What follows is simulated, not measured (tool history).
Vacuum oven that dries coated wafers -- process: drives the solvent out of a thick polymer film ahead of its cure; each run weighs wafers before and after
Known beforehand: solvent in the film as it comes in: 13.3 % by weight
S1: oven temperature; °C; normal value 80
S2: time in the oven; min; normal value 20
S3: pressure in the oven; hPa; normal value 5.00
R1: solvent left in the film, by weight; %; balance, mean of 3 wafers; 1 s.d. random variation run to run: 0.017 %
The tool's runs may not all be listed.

run    day  S1  S2     S3    R1
  1  0.000  80  20   5.00  1.34
  2  0.471  80  20   5.00  1.31
  3  0.888  80  20   9.60  1.47
  4  1.296  80  30   9.60  0.75
  5  1.521  80  30   9.60  0.76
  6  2.025  80  20   5.00  1.31
  7  2.367  80  15   4.25  2.11
     2.475  -- oven's thermocouples calibrated
  8  2.888  79  15   4.25  2.39
  9  3.246  80  20   3.22  1.26
 10  3.700  80  20   3.22  1.26
 11  4.117  80  20  13.90  1.63
     4.275  -- oven's thermocouples calibrated, once more
 12  4.471  80  20  13.90  1.65

Forecast each of these 5 alternatives for the next run:
  A  4.879  94  20   5.00   ?
  B  4.879  79  13   5.00   ?
  C  4.879  93  20  18.01   ?
  D  4.879  92  20   5.00   ?
  E  4.879  71  20  13.90   ?

run    R1
  A  0.21
  B  2.91
  C  0.46
  D  0.20
  E  3.99
Take away the tool's hidden state, keep each run's random variation, and the runs would have read:
run    R1
  A  0.20
  B  2.91
  C  0.45
  D  0.19
  E  3.99

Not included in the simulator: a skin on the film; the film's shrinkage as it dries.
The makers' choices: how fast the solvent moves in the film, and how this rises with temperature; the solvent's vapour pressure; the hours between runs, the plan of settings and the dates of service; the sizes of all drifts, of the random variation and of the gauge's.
